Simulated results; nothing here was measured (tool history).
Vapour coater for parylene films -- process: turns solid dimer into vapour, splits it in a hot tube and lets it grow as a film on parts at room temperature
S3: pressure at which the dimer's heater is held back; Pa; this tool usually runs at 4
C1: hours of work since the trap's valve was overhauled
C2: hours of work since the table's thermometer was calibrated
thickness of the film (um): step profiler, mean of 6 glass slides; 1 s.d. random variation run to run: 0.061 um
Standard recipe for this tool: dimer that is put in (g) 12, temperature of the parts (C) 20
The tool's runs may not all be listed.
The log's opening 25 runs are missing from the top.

{"run": 26, "day": 46.779, "dimer that is put in (g)": 6, "temperature of the parts (C)": 18, "S3": 2.91, "C1": 109, "C2": 41, "thickness of the film (um)": 3.81}
{"run": 27, "day": 48.067, "dimer that is put in (g)": 6, "temperature of the parts (C)": 18, "S3": 2.91, "C1": 131, "C2": 64, "thickness of the film (um)": 3.71}
{"run": 28, "day": 50.375, "dimer that is put in (g)": 21, "temperature of the parts (C)": 25, "S3": 4, "C1": 171, "C2": 104, "thickness of the film (um)": 10.04}
{"run": 29, "day": 51.662, "dimer that is put in (g)": 17, "temperature of the parts (C)": 12, "S3": 4.27, "C1": 193, "C2": 126, "thickness of the film (um)": 11.91}
{"day": 52.912, "done": "trap's valve overhauled"}
{"run": 30, "day": 53.85, "dimer that is put in (g)": 7, "temperature of the parts (C)": 15, "S3": 6.71, "C1": 16, "C2": 161, "thickness of the film (um)": 4.51}
{"run": 31, "day": 56.008, "dimer that is put in (g)": 7, "temperature of the parts (C)": 15, "S3": 6.71, "C1": 54, "C2": 199, "thickness of the film (um)": 4.5}
{"run": 32, "day": 57.004, "dimer that is put in (g)": 7, "temperature of the parts (C)": 15, "S3": 6.71, "C1": 71, "C2": 216, "thickness of the film (um)": 4.47}
{"run": 33, "day": 58.708, "dimer that is put in (g)": 12, "temperature of the parts (C)": 14, "S3": 3.12, "C1": 101, "C2": 246, "thickness of the film (um)": 8.54}
{"run": 34, "day": 59.762, "dimer that is put in (g)": 19, "temperature of the parts (C)": 14, "S3": 2.16, "C1": 119, "C2": 264, "thickness of the film (um)": 13.55}
{"run": 35, "day": 61.671, "dimer that is put in (g)": 19, "temperature of the parts (C)": 14, "S3": 2.16, "C1": 152, "C2": 297, "thickness of the film (um)": 13.37}
{"run": 36, "day": 63.917, "dimer that is put in (g)": 12, "temperature of the parts (C)": 29, "S3": 4, "C1": 191, "C2": 337, "thickness of the film (um)": 5.02}
{"day": 65.146, "done": "trap's valve overhauled"}
{"run": 37, "day": 65.833, "dimer that is put in (g)": 7, "temperature of the parts (C)": 20, "S3": 4, "C1": 12, "C2": 367, "thickness of the film (um)": 4.18}
{"run": 38, "day": 67.071, "dimer that is put in (g)": 6, "temperature of the parts (C)": 20, "S3": 3.6, "C1": 33, "C2": 389, "thickness of the film (um)": 3.58}
{"run": 39, "day": 68.242, "dimer that is put in (g)": 6, "temperature of the parts (C)": 20, "S3": 3.6, "C1": 54, "C2": 409, "thickness of the film (um)": 3.63}
{"run": 40, "day": 70.679, "dimer that is put in (g)": 6, "temperature of the parts (C)": 20, "S3": 3.6, "C1": 96, "C2": 451, "thickness of the film (um)": 3.44}
{"run": 41, "day": 71.721, "dimer that is put in (g)": 6, "temperature of the parts (C)": 20, "S3": 3.6, "C1": 114, "C2": 469, "thickness of the film (um)": 3.56}
{"run": 42, "day": 73.958, "dimer that is put in (g)": 6, "temperature of the parts (C)": 30, "S3": 11.29, "C1": 153, "C2": 508, "thickness of the film (um)": 2.2}
{"run": 43, "day": 75.446, "dimer that is put in (g)": 22, "temperature of the parts (C)": 32, "S3": 4, "C1": 179, "C2": 534, "thickness of the film (um)": 8.47}
{"day": 77.404, "done": "trap's valve overhauled"}
{"run": 44, "day": 77.979, "dimer that is put in (g)": 22, "temperature of the parts (C)": 20, "S3": 11.7, "C1": 10, "C2": 575, "thickness of the film (um)": 11.34}
{"run": 45, "day": 79.521, "dimer that is put in (g)": 15, "temperature of the parts (C)": 29, "S3": 4, "C1": 37, "C2": 602, "thickness of the film (um)": 6.67}

Branching from run 45: 5 alternative next runs. What would each branch give?
{"run": "A", "day": 80.867, "dimer that is put in (g)": 15, "temperature of the parts (C)": 14, "S3": 10.14, "C1": 60, "C2": 626, "thickness of the film (um)": "?"}
{"run": "B", "day": 80.867, "dimer that is put in (g)": 12, "temperature of the parts (C)": 23, "S3": 5.75, "C1": 60, "C2": 626, "thickness of the film (um)": "?"}
{"run": "C", "day": 80.867, "dimer that is put in (g)": 12, "temperature of the parts (C)": 20, "S3": 3.01, "C1": 60, "C2": 626, "thickness of the film (um)": "?"}
{"run": "D", "day": 80.867, "dimer that is put in (g)": 7, "temperature of the parts (C)": 29, "S3": 4, "C1": 60, "C2": 626, "thickness of the film (um)": "?"}
{"run": "E", "day": 80.867, "dimer that is put in (g)": 12, "temperature of the parts (C)": 20, "S3": 2.4, "C1": 60, "C2": 626, "thickness of the film (um)": "?"}

run=A thickness_of_the_film_(um)=9.49
run=B thickness_of_the_film_(um)=6.2
run=C thickness_of_the_film_(um)=7.17
run=D thickness_of_the_film_(um)=3.08
run=E thickness_of_the_film_(um)=7.53
With the hidden condition removed and each run's random variation left untouched, the same runs would have given:
run=A thickness_of_the_film_(um)=9.66
run=B thickness_of_the_film_(um)=6.31
run=C thickness_of_the_film_(um)=7.3
run=D thickness_of_the_film_(um)=3.13
run=E thickness_of_the_film_(um)=7.67
